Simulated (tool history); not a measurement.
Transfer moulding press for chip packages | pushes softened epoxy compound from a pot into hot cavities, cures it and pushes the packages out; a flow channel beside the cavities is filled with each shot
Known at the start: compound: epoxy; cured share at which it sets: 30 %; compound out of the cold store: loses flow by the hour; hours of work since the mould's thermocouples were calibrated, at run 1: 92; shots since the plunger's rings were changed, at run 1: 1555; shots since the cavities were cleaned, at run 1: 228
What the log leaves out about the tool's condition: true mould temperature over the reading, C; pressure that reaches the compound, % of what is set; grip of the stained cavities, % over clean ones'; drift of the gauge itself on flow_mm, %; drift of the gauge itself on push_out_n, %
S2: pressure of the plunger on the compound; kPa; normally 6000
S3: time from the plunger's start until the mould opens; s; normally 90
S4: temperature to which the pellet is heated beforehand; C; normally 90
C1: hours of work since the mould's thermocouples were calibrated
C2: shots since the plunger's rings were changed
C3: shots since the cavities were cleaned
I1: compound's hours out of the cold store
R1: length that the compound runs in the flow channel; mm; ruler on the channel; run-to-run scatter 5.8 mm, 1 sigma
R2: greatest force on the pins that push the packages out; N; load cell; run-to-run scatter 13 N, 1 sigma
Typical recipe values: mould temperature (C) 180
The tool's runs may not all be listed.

run 1 hour=0 | mould_temperature_(C)=180 S2=6000 S3=90 S4=90 | C1=92 C2=1555 C3=228 | I1=43.9 | R1=483 R2=728
run 2 hour=7.7 | mould_temperature_(C)=180 S2=6000 S3=90 S4=90 | C1=97 C2=1665 C3=338 | I1=17.3 | R1=563 R2=860
run 3 hour=13.8 | mould_temperature_(C)=180 S2=6000 S3=90 S4=90 | C1=102 C2=1751 C3=424 | I1=14.8 | R1=575 R2=864
run 4 hour=23 | mould_temperature_(C)=180 S2=6000 S3=90 S4=90 | C1=108 C2=1882 C3=555 | I1=22.2 | R1=543 R2=925
run 5 hour=34.3 | mould_temperature_(C)=180 S2=6000 S3=76 S4=90 | C1=117 C2=2043 C3=716 | I1=36.8 | R1=498 R2=1371
run 6 hour=46.7 | mould_temperature_(C)=180 S2=6000 S3=76 S4=90 | C1=125 C2=2219 C3=892 | I1=15.4 | R1=561 R2=1605
run 7 hour=59.3 | mould_temperature_(C)=180 S2=6000 S3=90 S4=90 | C1=134 C2=2399 C3=1072 | I1=46.1 | R1=457 R2=995
-- hour=65.2 cavities cleaned with cleaning compound and waxed
run 8 hour=73.5 | mould_temperature_(C)=180 S2=6000 S3=90 S4=90 | C1=144 C2=2579 C3=118 | I1=19.8 | R1=536 R2=1352
run 9 hour=86.9 | mould_temperature_(C)=180 S2=6000 S3=90 S4=95 | C1=153 C2=2769 C3=308 | I1=25.9 | R1=529 R2=1294
run 10 hour=93.1 | mould_temperature_(C)=180 S2=6000 S3=90 S4=95 | C1=158 C2=2858 C3=397 | I1=28.5 | R1=515 R2=1235
run 11 hour=100.4 | mould_temperature_(C)=180 S2=6000 S3=90 S4=95 | C1=163 C2=2960 C3=499 | I1=8.3 | R1=575 R2=1298
run 12 hour=114.8 | mould_temperature_(C)=176 S2=6000 S3=90 S4=90 | C1=173 C2=3165 C3=704 | I1=27.8 | R1=516 R2=1676
run 13 hour=126.4 | mould_temperature_(C)=176 S2=6000 S3=90 S4=90 | C1=181 C2=3331 C3=870 | I1=36.2 | R1=487 R2=1631
run 14 hour=132.4 | mould_temperature_(C)=176 S2=6000 S3=90 S4=90 | C1=186 C2=3417 C3=956 | I1=11 | R1=582 R2=1744
-- hour=139.2 cavities cleaned with cleaning compound and waxed, once more
run 15 hour=143.6 | mould_temperature_(C)=181 S2=4570 S3=82 S4=95 | C1=193 C2=3554 C3=63 | I1=16.4 | R1=470 R2=749
run 16 hour=157.9 | mould_temperature_(C)=183 S2=5740 S3=96 S4=98 | C1=203 C2=3757 C3=266 | I1=38.2 | R1=455 R2=587
run 17 hour=170.3 | mould_temperature_(C)=180 S2=6210 S3=123 S4=90 | C1=212 C2=3933 C3=442 | I1=14.5 | R1=553 R2=574
run 18 hour=184.1 | mould_temperature_(C)=180 S2=6000 S3=90 S4=86 | C1=222 C2=4129 C3=638 | I1=34.4 | R1=479 R2=952
run 19 hour=192.7 | mould_temperature_(C)=183 S2=5470 S3=107 S4=80 | C1=228 C2=4251 C3=760 | I1=30.4 | R1=465 R2=681
run 20 hour=203.8 | mould_temperature_(C)=180 S2=5750 S3=77 S4=90 | C1=236 C2=4410 C3=919 | I1=40.5 | R1=454 R2=1358
run 21 hour=210.3 | mould_temperature_(C)=180 S2=4610 S3=73 S4=90 | C1=240 C2=4502 C3=1011 | I1=14.8 | R1=474 R2=1843
run 22 hour=216.3 | mould_temperature_(C)=180 S2=5220 S3=112 S4=90 | C1=245 C2=4588 C3=1097 | I1=27.7 | R1=457 R2=751
-- hour=221.3 cavities cleaned with cleaning compound and waxed
run 23 hour=231.4 | mould_temperature_(C)=180 S2=7210 S3=99 S4=90 | C1=254 C2=4781 C3=143 | I1=34.1 | R1=522 R2=567
run 24 hour=242.2 | mould_temperature_(C)=180 S2=7210 S3=99 S4=90 | C1=262 C2=4934 C3=296 | I1=29 | R1=527 R2=629
run 25 hour=248.1 | mould_temperature_(C)=180 S2=7210 S3=99 S4=90 | C1=266 C2=5017 C3=379 | I1=40.4 | R1=505 R2=650
run 26 hour=258.3 | mould_temperature_(C)=178 S2=6000 S3=90 S4=90 | C1=274 C2=5162 C3=524 | I1=27.2 | R1=497 R2=959
run 27 hour=270.3 | mould_temperature_(C)=178 S2=6000 S3=90 S4=90 | C1=282 C2=5333 C3=695 | I1=11.3 | R1=540 R2=1145
run 28 hour=281.5 | mould_temperature_(C)=179 S2=5480 S3=89 S4=83 | C1=290 C2=5492 C3=854 | I1=41.9 | R1=432 R2=1005

4 options for the next run, each taken on its own from the tool as it stands now. Forecast them:
run A hour=292 | mould_temperature_(C)=179 S2=5860 S3=89 S4=83 | C1=298 C2=5642 C3=1004 | I1=37.1 | R1=? R2=?
run B hour=292 | mould_temperature_(C)=180 S2=4930 S3=76 S4=94 | C1=298 C2=5642 C3=1004 | I1=22 | R1=? R2=?
run C hour=292 | mould_temperature_(C)=182 S2=4890 S3=89 S4=87 | C1=298 C2=5642 C3=1004 | I1=33.3 | R1=? R2=?
run D hour=292 | mould_temperature_(C)=179 S2=5480 S3=73 S4=81 | C1=298 C2=5642 C3=1004 | I1=12.4 | R1=? R2=?

run=A R1=449 R2=1091
run=B R1=462 R2=1538
run=C R1=419 R2=870
run=D R1=509 R2=2044
The same runs, with their run-to-run variation unchanged, on a tool lacking any hidden condition would have given:
run=A R1=508 R2=645
run=B R1=522 R2=910
run=C R1=473 R2=511
run=D R1=576 R2=1202
